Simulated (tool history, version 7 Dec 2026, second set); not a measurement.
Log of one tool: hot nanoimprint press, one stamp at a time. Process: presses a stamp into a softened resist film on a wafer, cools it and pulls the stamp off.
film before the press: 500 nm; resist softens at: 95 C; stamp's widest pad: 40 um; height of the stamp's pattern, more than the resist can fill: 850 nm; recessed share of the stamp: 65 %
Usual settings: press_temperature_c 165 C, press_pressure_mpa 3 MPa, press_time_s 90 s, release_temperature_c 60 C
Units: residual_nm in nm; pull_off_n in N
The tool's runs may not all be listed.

Run 1, hour 0.0: usual settings. Result: residual_nm 243.8 nm, pull_off_n 218 N.
Run 2, hour 12.2: usual settings. Result: residual_nm 240.9 nm, pull_off_n 213 N.
Run 3, hour 31.0: usual settings. Result: residual_nm 241.8 nm, pull_off_n 230 N.
Run 4, hour 46.8: usual settings. Result: residual_nm 241.3 nm, pull_off_n 235 N.
Run 5, hour 58.4: usual settings but press_temperature_c 155 C. Result: residual_nm 363.1 nm, pull_off_n 227 N.
Run 6, hour 80.1: usual settings but press_temperature_c 155 C. Result: residual_nm 363.5 nm, pull_off_n 241 N.
Run 7, hour 91.8: usual settings but release_temperature_c 49 C. Result: residual_nm 246.4 nm, pull_off_n 317 N.
Run 8, hour 107.9: usual settings but release_temperature_c 49 C. Result: residual_nm 246.1 nm, pull_off_n 306 N.
Run 9, hour 121.0: usual settings. Result: residual_nm 244.2 nm, pull_off_n 238 N.
Run 10, hour 142.9: usual settings. Result: residual_nm 247.0 nm, pull_off_n 237 N.
Run 11, hour 165.9: usual settings but press_temperature_c 154 C, release_temperature_c 62 C. Result: residual_nm 372.8 nm, pull_off_n 232 N.
Run 12, hour 185.7: usual settings but release_temperature_c 47 C. Result: residual_nm 246.3 nm, pull_off_n 336 N.

The next listed run, before its measurement:
Run 13, hour 203.8: usual settings but release_temperature_c 47 C. Result: residual_nm ?, pull_off_n ?.

{"run 13": {"residual_nm": 248.1, "pull_off_n": 335}}
Without the tool's hidden state the same run would have given residual_nm 234.4 nm, pull_off_n 288 N.
